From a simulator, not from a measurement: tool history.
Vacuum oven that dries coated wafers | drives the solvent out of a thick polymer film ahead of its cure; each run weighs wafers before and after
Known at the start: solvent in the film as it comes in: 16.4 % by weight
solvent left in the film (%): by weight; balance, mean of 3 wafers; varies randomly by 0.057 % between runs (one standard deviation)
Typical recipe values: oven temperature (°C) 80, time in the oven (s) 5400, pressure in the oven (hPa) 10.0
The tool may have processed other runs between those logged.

Run 1, hour 0.0: usual settings. Result: solvent left in the film (%) 3.12.
Run 2, hour 12.2: usual settings. Result: solvent left in the film (%) 3.17.
Run 3, hour 25.3: usual settings. Result: solvent left in the film (%) 3.11.
Run 4, hour 34.2: usual settings but time in the oven (s) 3540. Result: solvent left in the film (%) 5.28.
Run 5, hour 48.6: usual settings but time in the oven (s) 3540. Result: solvent left in the film (%) 5.23.
Run 6, hour 61.2: usual settings but oven temperature (°C) 79. Result: solvent left in the film (%) 3.43.
At hour 73.5: oven's thermocouples calibrated.
Run 7, hour 75.2: usual settings but oven temperature (°C) 79. Result: solvent left in the film (%) 2.80.
Run 8, hour 82.1: usual settings but oven temperature (°C) 79. Result: solvent left in the film (%) 2.92.
Run 9, hour 95.2: usual settings but time in the oven (s) 4380. Result: solvent left in the film (%) 3.49.
Run 10, hour 108.8: usual settings but oven temperature (°C) 81. Result: solvent left in the film (%) 2.39.
Run 11, hour 119.6: usual settings but oven temperature (°C) 81. Result: solvent left in the film (%) 2.48.
Run 12, hour 126.3: usual settings but oven temperature (°C) 94. Result: solvent left in the film (%) 0.52.
Run 13, hour 135.6: usual settings but oven temperature (°C) 94. Result: solvent left in the film (%) 0.68.
Run 14, hour 147.5: usual settings but oven temperature (°C) 94. Result: solvent left in the film (%) 0.51.
Run 15, hour 156.3: usual settings but oven temperature (°C) 68. Result: solvent left in the film (%) 5.62.
Run 16, hour 170.4: usual settings but oven temperature (°C) 68. Result: solvent left in the film (%) 5.78.
Run 17, hour 180.4: usual settings but oven temperature (°C) 68. Result: solvent left in the film (%) 5.63.
Run 18, hour 193.1: usual settings but oven temperature (°C) 68. Result: solvent left in the film (%) 5.73.
Run 19, hour 207.3: usual settings but oven temperature (°C) 74, time in the oven (s) 7200, pressure in the oven (hPa) 8.5. Result: solvent left in the film (%) 2.85.
Run 20, hour 221.6: usual settings but oven temperature (°C) 66, pressure in the oven (hPa) 23.6. Result: solvent left in the film (%) 6.55.
Run 21, hour 233.1: usual settings but oven temperature (°C) 72, time in the oven (s) 4080, pressure in the oven (hPa) 23.6. Result: solvent left in the film (%) 6.24.
Run 22, hour 249.3: usual settings but oven temperature (°C) 72, time in the oven (s) 4080, pressure in the oven (hPa) 23.6. Result: solvent left in the film (%) 6.22.
Run 23, hour 256.3: usual settings but oven temperature (°C) 91, time in the oven (s) 4140. Result: solvent left in the film (%) 1.52.
Run 24, hour 268.3: usual settings but oven temperature (°C) 74, time in the oven (s) 4500, pressure in the oven (hPa) 6.1. Result: solvent left in the film (%) 4.90.
Run 25, hour 275.7: usual settings but oven temperature (°C) 74, time in the oven (s) 4500, pressure in the oven (hPa) 15.9. Result: solvent left in the film (%) 5.16.
Run 26, hour 285.3: usual settings but oven temperature (°C) 81, time in the oven (s) 7920, pressure in the oven (hPa) 22.4. Result: solvent left in the film (%) 1.29.
Run 27, hour 294.7: usual settings but oven temperature (°C) 93, time in the oven (s) 3600, pressure in the oven (hPa) 34.4. Result: solvent left in the film (%) 1.94.
Run 28, hour 311.1: usual settings but oven temperature (°C) 93, time in the oven (s) 3600, pressure in the oven (hPa) 34.4. Result: solvent left in the film (%) 1.90.
Run 29, hour 318.0: usual settings but oven temperature (°C) 93, time in the oven (s) 3600, pressure in the oven (hPa) 34.4. Result: solvent left in the film (%) 1.94.
Run 30, hour 330.0: usual settings but oven temperature (°C) 93, time in the oven (s) 3600, pressure in the oven (hPa) 34.4. Result: solvent left in the film (%) 1.92.
Run 31, hour 341.8: usual settings but oven temperature (°C) 82, time in the oven (s) 2940, pressure in the oven (hPa) 23.1. Result: solvent left in the film (%) 5.18.
Run 32, hour 350.6: usual settings but oven temperature (°C) 82, time in the oven (s) 2940, pressure in the oven (hPa) 39.3. Result: solvent left in the film (%) 5.34.

Forecast each of these 4 alternatives for the next run:
Run A, hour 362.9: usual settings but oven temperature (°C) 81. Result: solvent left in the film (%) ?.
Run B, hour 362.9: usual settings but oven temperature (°C) 82, time in the oven (s) 6540, pressure in the oven (hPa) 7.2. Result: solvent left in the film (%) ?.
Run C, hour 362.9: usual settings but oven temperature (°C) 90, time in the oven (s) 3840, pressure in the oven (hPa) 13.6. Result: solvent left in the film (%) ?.
Run D, hour 362.9: usual settings but oven temperature (°C) 76, time in the oven (s) 8820, pressure in the oven (hPa) 17.5. Result: solvent left in the film (%) ?.

run  solvent left in the film (%)
  A                          2.45
  B                          1.52
  C                          2.04
  D                          1.68
With no hidden state in the tool, these same runs would have given:
run  solvent left in the film (%)
  A                          2.41
  B                          1.48
  C                          2.00
  D                          1.63
